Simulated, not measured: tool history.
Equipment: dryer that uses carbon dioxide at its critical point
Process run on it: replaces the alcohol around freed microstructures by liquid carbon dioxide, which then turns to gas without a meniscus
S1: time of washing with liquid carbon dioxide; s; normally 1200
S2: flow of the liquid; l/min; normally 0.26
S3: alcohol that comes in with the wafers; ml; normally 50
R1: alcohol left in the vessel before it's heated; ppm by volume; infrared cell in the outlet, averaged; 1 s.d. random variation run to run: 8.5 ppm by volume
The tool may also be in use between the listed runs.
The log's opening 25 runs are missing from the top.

{"run": 26, "hour": 1117.8, "S1": 960, "S2": 0.396, "S3": 50, "R1": 521}
{"run": 27, "hour": 1160.7, "S1": 1200, "S2": 0.269, "S3": 24, "R1": 569}
{"run": 28, "hour": 1220.2, "S1": 1620, "S2": 0.367, "S3": 42, "R1": 286}
{"hour": 1226.0, "done": "inlet filter changed"}
{"run": 29, "hour": 1257.8, "S1": 1260, "S2": 0.215, "S3": 45, "R1": 1109}
{"run": 30, "hour": 1302.8, "S1": 1260, "S2": 0.215, "S3": 45, "R1": 1164}
{"hour": 1311.0, "done": "purifier's bed changed"}
{"run": 31, "hour": 1350.4, "S1": 1260, "S2": 0.215, "S3": 45, "R1": 906}
{"run": 32, "hour": 1409.8, "S1": 1200, "S2": 0.24, "S3": 56, "R1": 958}
{"run": 33, "hour": 1437.6, "S1": 1260, "S2": 0.344, "S3": 50, "R1": 141}
{"run": 34, "hour": 1479.7, "S1": 1260, "S2": 0.344, "S3": 50, "R1": 153}
{"run": 35, "hour": 1524.7, "S1": 1800, "S2": 0.408, "S3": 87, "R1": 56}
{"run": 36, "hour": 1587.6, "S1": 1200, "S2": 0.203, "S3": 38, "R1": 1601}
{"run": 37, "hour": 1634.5, "S1": 1200, "S2": 0.21, "S3": 97, "R1": 3770}
{"run": 38, "hour": 1689.3, "S1": 840, "S2": 0.433, "S3": 56, "R1": 534}

Alternative continuations, all from the tool just after run 38; predict every row:
{"hour": 1701.0, "done": "inlet filter changed"}
{"run": "A", "hour": 1751.9, "S1": 840, "S2": 0.242, "S3": 56, "R1": "?"}
{"hour": 1701.0, "done": "inlet filter changed"}
{"run": "B", "hour": 1751.9, "S1": 1440, "S2": 0.43, "S3": 90, "R1": "?"}
{"hour": 1701.0, "done": "inlet filter changed"}
{"run": "C", "hour": 1751.9, "S1": 1800, "S2": 0.26, "S3": 50, "R1": "?"}
{"hour": 1701.0, "done": "inlet filter changed"}
{"run": "D", "hour": 1751.9, "S1": 1800, "S2": 0.249, "S3": 50, "R1": "?"}

run=A R1=2993
run=B R1=110
run=C R1=148
run=D R1=179
Had the tool no hidden state, the same runs would have come out as:
run=A R1=2719
run=B R1=12
run=C R1=46
run=D R1=72
